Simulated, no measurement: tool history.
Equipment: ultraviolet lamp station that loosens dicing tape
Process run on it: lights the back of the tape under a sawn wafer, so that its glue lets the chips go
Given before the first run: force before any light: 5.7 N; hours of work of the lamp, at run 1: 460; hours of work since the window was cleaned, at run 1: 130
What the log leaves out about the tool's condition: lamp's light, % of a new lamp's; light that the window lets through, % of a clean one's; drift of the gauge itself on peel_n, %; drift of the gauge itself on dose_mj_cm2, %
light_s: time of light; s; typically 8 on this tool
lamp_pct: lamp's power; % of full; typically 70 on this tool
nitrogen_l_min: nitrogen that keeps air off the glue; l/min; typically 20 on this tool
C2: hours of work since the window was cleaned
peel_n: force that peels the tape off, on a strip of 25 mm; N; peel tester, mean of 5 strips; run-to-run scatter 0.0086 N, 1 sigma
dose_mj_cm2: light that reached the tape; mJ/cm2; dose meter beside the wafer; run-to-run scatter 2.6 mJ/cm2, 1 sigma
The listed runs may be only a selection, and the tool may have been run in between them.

{"run": 1, "hour": 0.0, "light_s": 8, "lamp_pct": 70, "nitrogen_l_min": 20, "hours of work of the lamp": 460, "C2": 130, "peel_n": 0.367, "dose_mj_cm2": 350}
{"run": 2, "hour": 8.3, "light_s": 8, "lamp_pct": 70, "nitrogen_l_min": 20, "hours of work of the lamp": 467, "C2": 136, "peel_n": 0.362, "dose_mj_cm2": 339}
{"run": 3, "hour": 22.4, "light_s": 8, "lamp_pct": 70, "nitrogen_l_min": 20, "hours of work of the lamp": 477, "C2": 147, "peel_n": 0.346, "dose_mj_cm2": 346}
{"run": 4, "hour": 34.0, "light_s": 8, "lamp_pct": 70, "nitrogen_l_min": 20, "hours of work of the lamp": 486, "C2": 156, "peel_n": 0.342, "dose_mj_cm2": 343}
{"run": 5, "hour": 41.9, "light_s": 8, "lamp_pct": 70, "nitrogen_l_min": 20, "hours of work of the lamp": 492, "C2": 162, "peel_n": 0.354, "dose_mj_cm2": 338}
{"run": 6, "hour": 51.2, "light_s": 8, "lamp_pct": 97, "nitrogen_l_min": 20, "hours of work of the lamp": 499, "C2": 169, "peel_n": 0.239, "dose_mj_cm2": 474}
{"run": 7, "hour": 63.6, "light_s": 8, "lamp_pct": 97, "nitrogen_l_min": 20, "hours of work of the lamp": 509, "C2": 179, "peel_n": 0.252, "dose_mj_cm2": 477}
{"run": 8, "hour": 77.6, "light_s": 8, "lamp_pct": 97, "nitrogen_l_min": 20, "hours of work of the lamp": 520, "C2": 189, "peel_n": 0.254, "dose_mj_cm2": 470}
{"run": 9, "hour": 86.3, "light_s": 8, "lamp_pct": 97, "nitrogen_l_min": 20, "hours of work of the lamp": 526, "C2": 196, "peel_n": 0.25, "dose_mj_cm2": 482}
{"run": 10, "hour": 98.5, "light_s": 8, "lamp_pct": 70, "nitrogen_l_min": 20, "hours of work of the lamp": 536, "C2": 205, "peel_n": 0.344, "dose_mj_cm2": 343}
{"run": 11, "hour": 107.4, "light_s": 8, "lamp_pct": 70, "nitrogen_l_min": 20, "hours of work of the lamp": 543, "C2": 212, "peel_n": 0.355, "dose_mj_cm2": 344}
{"run": 12, "hour": 119.4, "light_s": 8, "lamp_pct": 70, "nitrogen_l_min": 20, "hours of work of the lamp": 552, "C2": 221, "peel_n": 0.36, "dose_mj_cm2": 342}
{"run": 13, "hour": 129.9, "light_s": 8, "lamp_pct": 100, "nitrogen_l_min": 20, "hours of work of the lamp": 560, "C2": 230, "peel_n": 0.243, "dose_mj_cm2": 489}
{"run": 14, "hour": 143.3, "light_s": 8, "lamp_pct": 100, "nitrogen_l_min": 20, "hours of work of the lamp": 570, "C2": 240, "peel_n": 0.244, "dose_mj_cm2": 485}
{"run": 15, "hour": 152.6, "light_s": 8, "lamp_pct": 100, "nitrogen_l_min": 20, "hours of work of the lamp": 577, "C2": 247, "peel_n": 0.252, "dose_mj_cm2": 495}
{"run": 16, "hour": 166.7, "light_s": 8, "lamp_pct": 70, "nitrogen_l_min": 20, "hours of work of the lamp": 588, "C2": 258, "peel_n": 0.35, "dose_mj_cm2": 343}
{"run": 17, "hour": 177.0, "light_s": 8, "lamp_pct": 70, "nitrogen_l_min": 20, "hours of work of the lamp": 596, "C2": 266, "peel_n": 0.352, "dose_mj_cm2": 340}
{"run": 18, "hour": 189.5, "light_s": 11, "lamp_pct": 70, "nitrogen_l_min": 20, "hours of work of the lamp": 605, "C2": 275, "peel_n": 0.261, "dose_mj_cm2": 469}
{"run": 19, "hour": 204.7, "light_s": 11, "lamp_pct": 70, "nitrogen_l_min": 20, "hours of work of the lamp": 617, "C2": 287, "peel_n": 0.252, "dose_mj_cm2": 470}
{"run": 20, "hour": 212.0, "light_s": 11, "lamp_pct": 70, "nitrogen_l_min": 20, "hours of work of the lamp": 623, "C2": 292, "peel_n": 0.257, "dose_mj_cm2": 471}
{"run": 21, "hour": 224.7, "light_s": 8, "lamp_pct": 79, "nitrogen_l_min": 20, "hours of work of the lamp": 632, "C2": 302, "peel_n": 0.299, "dose_mj_cm2": 384}
{"run": 22, "hour": 235.0, "light_s": 8, "lamp_pct": 90, "nitrogen_l_min": 20, "hours of work of the lamp": 640, "C2": 310, "peel_n": 0.263, "dose_mj_cm2": 441}
{"run": 23, "hour": 245.7, "light_s": 8, "lamp_pct": 90, "nitrogen_l_min": 20, "hours of work of the lamp": 649, "C2": 318, "peel_n": 0.252, "dose_mj_cm2": 441}
{"run": 24, "hour": 258.0, "light_s": 8, "lamp_pct": 90, "nitrogen_l_min": 20, "hours of work of the lamp": 658, "C2": 328, "peel_n": 0.25, "dose_mj_cm2": 437}
{"run": 25, "hour": 265.3, "light_s": 8, "lamp_pct": 90, "nitrogen_l_min": 20, "hours of work of the lamp": 664, "C2": 333, "peel_n": 0.267, "dose_mj_cm2": 442}
{"run": 26, "hour": 273.8, "light_s": 11, "lamp_pct": 74, "nitrogen_l_min": 20, "hours of work of the lamp": 670, "C2": 340, "peel_n": 0.244, "dose_mj_cm2": 498}
{"run": 27, "hour": 281.8, "light_s": 6, "lamp_pct": 74, "nitrogen_l_min": 11, "hours of work of the lamp": 676, "C2": 346, "peel_n": 0.677, "dose_mj_cm2": 270}
{"run": 28, "hour": 294.2, "light_s": 4, "lamp_pct": 82, "nitrogen_l_min": 20, "hours of work of the lamp": 686, "C2": 355, "peel_n": 0.846, "dose_mj_cm2": 200}
{"run": 29, "hour": 303.8, "light_s": 4, "lamp_pct": 92, "nitrogen_l_min": 20, "hours of work of the lamp": 693, "C2": 363, "peel_n": 0.708, "dose_mj_cm2": 221}
{"run": 30, "hour": 310.9, "light_s": 4, "lamp_pct": 95, "nitrogen_l_min": 8, "hours of work of the lamp": 698, "C2": 368, "peel_n": 1.019, "dose_mj_cm2": 227}
{"run": 31, "hour": 327.0, "light_s": 13, "lamp_pct": 73, "nitrogen_l_min": 30, "hours of work of the lamp": 711, "C2": 381, "peel_n": 0.232, "dose_mj_cm2": 570}
{"run": 32, "hour": 339.1, "light_s": 4, "lamp_pct": 66, "nitrogen_l_min": 20, "hours of work of the lamp": 720, "C2": 390, "peel_n": 1.156, "dose_mj_cm2": 160}
{"run": 33, "hour": 348.8, "light_s": 4, "lamp_pct": 66, "nitrogen_l_min": 20, "hours of work of the lamp": 728, "C2": 397, "peel_n": 1.178, "dose_mj_cm2": 165}
{"run": 34, "hour": 361.7, "light_s": 8, "lamp_pct": 94, "nitrogen_l_min": 30, "hours of work of the lamp": 737, "C2": 407, "peel_n": 0.235, "dose_mj_cm2": 463}
{"run": 35, "hour": 368.6, "light_s": 8, "lamp_pct": 94, "nitrogen_l_min": 30, "hours of work of the lamp": 743, "C2": 412, "peel_n": 0.25, "dose_mj_cm2": 455}
{"run": 36, "hour": 380.2, "light_s": 8, "lamp_pct": 66, "nitrogen_l_min": 7, "hours of work of the lamp": 752, "C2": 421, "peel_n": 0.64, "dose_mj_cm2": 320}
{"run": 37, "hour": 387.4, "light_s": 8, "lamp_pct": 66, "nitrogen_l_min": 7, "hours of work of the lamp": 757, "C2": 427, "peel_n": 0.646, "dose_mj_cm2": 318}

Forecast each of these 3 alternatives for the next run:
{"run": "A", "hour": 403.5, "light_s": 8, "lamp_pct": 73, "nitrogen_l_min": 7, "hours of work of the lamp": 769, "C2": 439, "peel_n": "?", "dose_mj_cm2": "?"}
{"run": "B", "hour": 403.5, "light_s": 11, "lamp_pct": 66, "nitrogen_l_min": 26, "hours of work of the lamp": 769, "C2": 439, "peel_n": "?", "dose_mj_cm2": "?"}
{"run": "C", "hour": 403.5, "light_s": 4, "lamp_pct": 70, "nitrogen_l_min": 12, "hours of work of the lamp": 769, "C2": 439, "peel_n": "?", "dose_mj_cm2": "?"}

run=A peel_n=0.539 dose_mj_cm2=356
run=B peel_n=0.253 dose_mj_cm2=443
run=C peel_n=1.327 dose_mj_cm2=175
With no hidden state in the tool, these same runs would have given:
run=A peel_n=0.533 dose_mj_cm2=359
run=B peel_n=0.252 dose_mj_cm2=446
run=C peel_n=1.316 dose_mj_cm2=176
